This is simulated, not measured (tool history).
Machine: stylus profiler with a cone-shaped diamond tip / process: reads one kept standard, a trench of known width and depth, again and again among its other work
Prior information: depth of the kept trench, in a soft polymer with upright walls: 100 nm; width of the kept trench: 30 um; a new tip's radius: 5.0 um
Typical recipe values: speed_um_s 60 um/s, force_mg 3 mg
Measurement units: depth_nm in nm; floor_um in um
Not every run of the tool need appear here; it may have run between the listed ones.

Run 1, hour 0: usual settings. Result: depth_nm 101.91 nm, floor_um 27.77 um.
Run 2, hour 21.5: usual settings but speed_um_s 55 um/s. Result: depth_nm 102.03 nm, floor_um 27.72 um.
Run 3, hour 43.6: usual settings but speed_um_s 55 um/s. Result: depth_nm 102.11 nm, floor_um 27.67 um.
Run 4, hour 71.4: usual settings but speed_um_s 55 um/s. Result: depth_nm 102 nm, floor_um 27.8 um.
Run 5, hour 89: usual settings. Result: depth_nm 102.03 nm, floor_um 27.7 um.
Run 6, hour 111.8: usual settings but speed_um_s 125 um/s. Result: depth_nm 101.92 nm, floor_um 27.5 um.
Run 7, hour 133.4: usual settings but speed_um_s 22 um/s. Result: depth_nm 101.81 nm, floor_um 27.89 um.
Run 8, hour 161.9: usual settings. Result: depth_nm 101.84 nm, floor_um 27.71 um.
Run 9, hour 181.2: usual settings. Result: depth_nm 101.85 nm, floor_um 27.72 um.
Run 10, hour 194.9: usual settings. Result: depth_nm 101.86 nm, floor_um 27.7 um.
Run 11, hour 224.9: usual settings. Result: depth_nm 101.99 nm, floor_um 27.73 um.
Run 12, hour 241.3: usual settings. Result: depth_nm 101.97 nm, floor_um 27.75 um.
Run 13, hour 264.1: usual settings. Result: depth_nm 101.89 nm, floor_um 27.68 um.
Run 14, hour 289.9: usual settings. Result: depth_nm 101.99 nm, floor_um 27.68 um.
Run 15, hour 302.7: usual settings but speed_um_s 118 um/s. Result: depth_nm 102 nm, floor_um 27.54 um.
Run 16, hour 325.3: usual settings but speed_um_s 118 um/s. Result: depth_nm 102.13 nm, floor_um 27.53 um.
Run 17, hour 350.6: usual settings but speed_um_s 118 um/s. Result: depth_nm 101.88 nm, floor_um 27.5 um.
Run 18, hour 379.7: usual settings but force_mg 2.8 mg. Result: depth_nm 102.12 nm, floor_um 27.68 um.
Run 19, hour 404.9: usual settings but force_mg 2.8 mg. Result: depth_nm 101.99 nm, floor_um 27.7 um.
Run 20, hour 432.7: usual settings but force_mg 2.8 mg. Result: depth_nm 102 nm, floor_um 27.73 um.
Run 21, hour 456.6: usual settings. Result: depth_nm 102.06 nm, floor_um 27.69 um.
Run 22, hour 474.6: usual settings. Result: depth_nm 101.9 nm, floor_um 27.61 um.
Run 23, hour 493: usual settings. Result: depth_nm 101.99 nm, floor_um 27.66 um.
Run 24, hour 523.3: usual settings but force_mg 2.54 mg. Result: depth_nm 101.92 nm, floor_um 27.64 um.

The next listed run, before its measurement:
Run 25, hour 544.5: usual settings but speed_um_s 223 um/s, force_mg 4.82 mg. Result: depth_nm ?, floor_um ?.

depth_nm: 102.56 nm
floor_um: 27.35 um
With the hidden condition absent and the run-to-run variation left alone, this run would have shown depth_nm 102.21 nm, floor_um 27.52 um.
